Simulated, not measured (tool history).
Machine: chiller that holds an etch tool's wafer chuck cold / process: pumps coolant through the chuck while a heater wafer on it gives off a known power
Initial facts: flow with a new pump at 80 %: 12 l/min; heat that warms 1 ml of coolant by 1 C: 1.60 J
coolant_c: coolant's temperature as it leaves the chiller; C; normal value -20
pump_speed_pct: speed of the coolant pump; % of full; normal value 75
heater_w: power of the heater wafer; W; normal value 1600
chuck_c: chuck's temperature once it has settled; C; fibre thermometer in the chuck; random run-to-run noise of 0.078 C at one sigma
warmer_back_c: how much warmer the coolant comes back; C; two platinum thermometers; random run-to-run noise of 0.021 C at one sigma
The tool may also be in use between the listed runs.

run	hour	coolant_c	pump_speed_pct	heater_w	chuck_c	warmer_back_c
1	0.0	-20	75	1600	-4.84	5.35
2	19.5	-20	75	1600	-4.98	5.33
3	51.0	-20	75	1600	-4.96	5.35
4	83.5	-20	78	1600	-5.40	5.17
5	123.7	-20	78	1600	-5.64	5.13
6	153.4	-20	76	1600	-5.17	5.25
7	189.0	-20	76	1600	-5.14	5.28
8	224.9	-20	76	1600	-4.97	5.30
9	247.5	-20	76	1600	-5.06	5.31
10	269.7	-20	76	1600	-4.96	5.29
11	302.9	-20	75	1600	-4.89	5.36
12	338.6	-20	75	1600	-4.88	5.35
13	376.5	-20	75	1600	-4.89	5.36
14	412.2	-20	75	1600	-4.94	5.32
15	452.9	-20	75	1112	-9.48	3.72
16	489.3	-20	75	1112	-9.38	3.72
17	510.4	-20	75	1112	-9.62	3.72
18	527.9	-20	75	1112	-9.57	3.76
19	547.0	-24	73	1112	-13.24	3.84
20	575.6	-24	73	1414	-10.28	4.84
21	601.1	-24	73	1414	-10.24	4.83
22	619.4	-24	73	1414	-10.24	4.84
23	660.6	-21	76	2381	1.14	7.85

Run 24 has not been measured yet. What should we expect?
24	687.1	-22	76	878	?	?

{"run 24": {"chuck_c": -13.84, "warmer_back_c": 2.89}}
Had the tool carried no hidden state, the very same run would have given chuck_c -13.85 C, warmer_back_c 2.88 C.
